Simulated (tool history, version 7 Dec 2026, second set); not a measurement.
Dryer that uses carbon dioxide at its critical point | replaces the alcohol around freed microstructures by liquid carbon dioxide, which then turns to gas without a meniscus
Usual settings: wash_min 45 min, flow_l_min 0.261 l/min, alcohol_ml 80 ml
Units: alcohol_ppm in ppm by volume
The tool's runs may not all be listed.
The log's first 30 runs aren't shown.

run	day	wash_min	flow_l_min	alcohol_ml	hours of work since the filter was changed	hours of work since the purifier's bed was changed	alcohol_ppm
31	25.5	57	0.407	24	120	751	175
32	26.462	71	0.379	23	136	767	167
33	27.217	71	0.379	23	148	779	165
# day 27.821: inlet filter changed
34	27.962	71	0.379	23	2	791	173
35	28.483	41	0.194	48	11	799	1473
36	29.196	43	0.243	48	23	811	695
37	30.05	45	0.209	44	37	825	886
38	30.996	46	0.307	91	52	841	428
39	31.562	29	0.185	80	61	850	6079
40	32.208	68	0.333	50	72	860	187
41	32.812	38	0.203	50	82	870	1763
42	33.804	31	0.34	54	98	887	792
43	34.492	28	0.29	37	110	898	1209

3 ways to go on from here, each from the tool as it stands after run 43. What would each give?
A	35.567	49	0.261	30	127	916	?
B	35.567	45	0.261	44	127	916	?
C	35.567	28	0.29	33	127	916	?

run	alcohol_ppm
A	363
B	540
C	1108
Without the tool's hidden state the same runs would have given:
run	alcohol_ppm
A	133
B	279
C	777
